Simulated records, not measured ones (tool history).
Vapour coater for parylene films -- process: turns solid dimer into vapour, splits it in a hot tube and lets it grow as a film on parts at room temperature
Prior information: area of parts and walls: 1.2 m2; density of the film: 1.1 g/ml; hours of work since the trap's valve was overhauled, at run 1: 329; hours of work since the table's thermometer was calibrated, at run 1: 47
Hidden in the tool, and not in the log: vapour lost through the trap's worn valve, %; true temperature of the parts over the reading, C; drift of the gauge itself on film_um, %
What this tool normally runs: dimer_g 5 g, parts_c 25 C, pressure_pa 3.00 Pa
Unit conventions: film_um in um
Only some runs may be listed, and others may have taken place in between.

run     day  dimer_g  parts_c  pressure_pa  hours of work since the trap's valve was overhauled  hours of work since the table's thermometer was calibrated  film_um
  1   0.000        5       25         3.00                                                  329                                                          47     2.85
  2   0.458        5       22         3.00                                                  334                                                          52     3.04
  3   0.917        5       22         3.00                                                  339                                                          57     3.06
  4   1.192        5       25         3.00                                                  341                                                          60     2.83
  5   1.750        5       18         3.00                                                  347                                                          66     3.37
  6   2.071        5       18         2.96                                                  351                                                          69     3.37
  7   2.629        5       25         3.00                                                  357                                                          75     2.81
  8   2.888        5       25         3.00                                                  359                                                          78     2.82
  9   3.162        5       25         3.00                                                  362                                                          81     2.84
 10   3.562        5       19         3.00                                                  366                                                          85     3.27
 11   4.017        5       25         3.00                                                  371                                                          90     2.81
 12   4.404        5       25         3.00                                                  375                                                          94     2.83
 13   4.796        5       22         3.00                                                  379                                                          98     3.02
 14   5.354        5       25         3.00                                                  385                                                         104     2.82
 15   5.771        5       26         3.00                                                  390                                                         108     2.75
 16   6.404        4       26         3.00                                                  396                                                         115     2.17
 17   6.850        2       18         9.34                                                  401                                                         119     1.02
 18   7.475        6       25         3.00                                                  408                                                         126     3.35
      8.154  -- trap's valve overhauled
 19   8.283        6       23         2.34                                                    1                                                         133     4.04
      8.371  -- table's thermometer calibrated
 20   8.700        5       18         5.89                                                    5                                                           3     3.05
 21   9.183        5       18         5.89                                                   10                                                           9     3.06
 22   9.733        2       25         9.27                                                   16                                                          14     0.91
 23  10.338        5       20         3.06                                                   23                                                          21     3.38
     10.408  -- table's thermometer calibrated, once more
 24  10.875        6       20        11.69                                                   28                                                           5     2.95
 25  11.417        4       23        11.57                                                   33                                                          11     1.83
 26  11.838        4       23         9.22                                                   38                                                          15     1.95
 27  12.112        5       25         5.61                                                   41                                                          18     2.59
 28  12.400        6       25         8.65                                                   44                                                          21     2.79
 29  12.783        6       25         8.65                                                   48                                                          25     2.82
 30  13.071        6       25         8.65                                                   51                                                          28     2.80

What would each run have given without the hidden state, its run-to-run variation left as it was?
run  film_um
  1     3.03
  2     3.24
  3     3.26
  4     3.02
  5     3.60
  6     3.60
  7     3.01
  8     3.01
  9     3.05
 10     3.51
 11     3.01
 12     3.04
 13     3.24
 14     3.03
 15     2.96
 16     2.34
 17     1.10
 18     3.62
 19     4.06
 20     3.06
 21     3.08
 22     0.92
 23     3.41
 24     2.97
 25     1.85
 26     1.96
 27     2.61
 28     2.82
 29     2.85
 30     2.84
